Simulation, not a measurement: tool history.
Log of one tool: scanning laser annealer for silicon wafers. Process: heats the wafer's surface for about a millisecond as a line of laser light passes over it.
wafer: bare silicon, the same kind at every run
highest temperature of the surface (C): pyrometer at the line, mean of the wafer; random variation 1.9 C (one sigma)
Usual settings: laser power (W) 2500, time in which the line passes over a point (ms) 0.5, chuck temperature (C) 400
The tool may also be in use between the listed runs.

| run | day | laser power (W) | time in which the line passes over a point (ms) | chuck temperature (C) | highest temperature of the surface (C) |
|---|---|---|---|---|---|
| 1 | 0 | 2500 | 0.5 | 400 | 1164 |
| 2 | 1.054 | 2500 | 0.5 | 400 | 1165 |
| 3 | 2.604 | 2500 | 0.5 | 400 | 1161 |
| 4 | 4.575 | 2500 | 0.5 | 400 | 1162 |
| 5 | 5.746 | 2500 | 0.5 | 400 | 1159 |
|  | 6.038 | laser's power meter calibrated |
| 6 | 7.854 | 2500 | 0.5 | 394 | 1149 |
| 7 | 9.929 | 2500 | 0.5 | 394 | 1147 |
|  | 10.942 | laser's power meter calibrated, once more |
| 8 | 11.217 | 2252 | 0.617 | 408 | 1139 |
| 9 | 12.883 | 2500 | 0.404 | 417 | 1113 |
| 10 | 13.958 | 2568 | 0.379 | 400 | 1097 |
| 11 | 15.75 | 2373 | 0.367 | 376 | 996 |

Forecast each of these 4 alternatives for the next run:
| A | 17.371 | 2500 | 0.5 | 426 | ? |
| B | 17.371 | 2407 | 0.57 | 436 | ? |
| C | 17.371 | 2144 | 0.411 | 387 | ? |
| D | 17.371 | 2500 | 0.441 | 400 | ? |

| run | highest temperature of the surface (C) |
|---|---|
| A | 1184 |
| B | 1199 |
| C | 961 |
| D | 1113 |
Without the tool's hidden state the same runs would have given:
| run | highest temperature of the surface (C) |
|---|---|
| A | 1214 |
| B | 1230 |
| C | 984 |
| D | 1141 |

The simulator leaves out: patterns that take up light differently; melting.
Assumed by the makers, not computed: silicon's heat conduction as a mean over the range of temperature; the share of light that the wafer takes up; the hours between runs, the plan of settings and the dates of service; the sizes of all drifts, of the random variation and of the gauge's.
